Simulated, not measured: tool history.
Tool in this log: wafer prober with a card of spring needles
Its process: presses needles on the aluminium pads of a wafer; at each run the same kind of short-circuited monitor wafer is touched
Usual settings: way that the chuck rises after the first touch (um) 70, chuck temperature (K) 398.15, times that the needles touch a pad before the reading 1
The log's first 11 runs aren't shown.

run   hour  way that the chuck rises after the first touch (um)  chuck temperature (K)  times that the needles touch a pad before the reading  touches since the tips were cleaned  cleanings since the card got new needles  touches since the first contact's height was set  resistance of one needle with its contact and lead (mohm)  way that a needle slides on the pad (um)
      95.1  -- tips cleaned on abrasive film
 12   98.3                                                   84                 398.15                                                      1                                  930                                        11                                              5003                                                        154                                     23.28
     108.8  -- tips cleaned on abrasive film
 13  111.1                                                   84                 398.15                                                      1                                  666                                        12                                              8621                                                        142                                     23.32
 14  121.3                                                   70                 368.15                                                      1                                 3595                                        12                                             11550                                                        195                                     19.32
     122.1  -- tips cleaned on abrasive film
 15  131.3                                                   70                 368.15                                                      1                                 2651                                        13                                             14373                                                        188                                     19.34
     135.7  -- tips cleaned on abrasive film
 16  138.1                                                   70                 305.15                                                      1                                  691                                        14                                             16289                                                        143                                     19.36
 17  147.2                                                   70                 305.15                                                      1                                 3265                                        14                                             18863                                                        193                                     19.34
     148.9  -- tips cleaned on abrasive film
     158.1  -- height of the first contact set anew, once more
 18  159.7                                                   63                 301.15                                                      2                                 3005                                        15                                               465                                                        168                                     17.64
       163  -- tips cleaned on abrasive film
 19  168.8                                                   63                 301.15                                                      1                                 1658                                        16                                              3021                                                        177                                     17.61
 20  175.5                                                   57                 362.15                                                      2                                 3588                                        16                                              4951                                                        194                                     15.91
     176.5  -- tips cleaned on abrasive film
 21    188                                                   74                 334.15                                                      2                                 3301                                        17                                              8500                                                        161                                     20.66
     190.4  -- tips cleaned on abrasive film
 22  198.7                                                   77                 323.15                                                      1                                 2394                                        18                                             11524                                                        163                                     21.55

Run 23, settings as shown, results not yet in. Your forecast:
     204.5  -- tips cleaned on abrasive film
 23   211                                                   70                 398.15                                                      1                                 1849                                        19                                             14995                                                          ?                                         ?

Logged for run 23: resistance of one needle with its contact and lead (mohm) 176, way that a needle slides on the pad (um) 19.6.
Without the tool's hidden state the same run would have given resistance of one needle with its contact and lead (mohm) 135, way that a needle slides on the pad (um) 19.66.
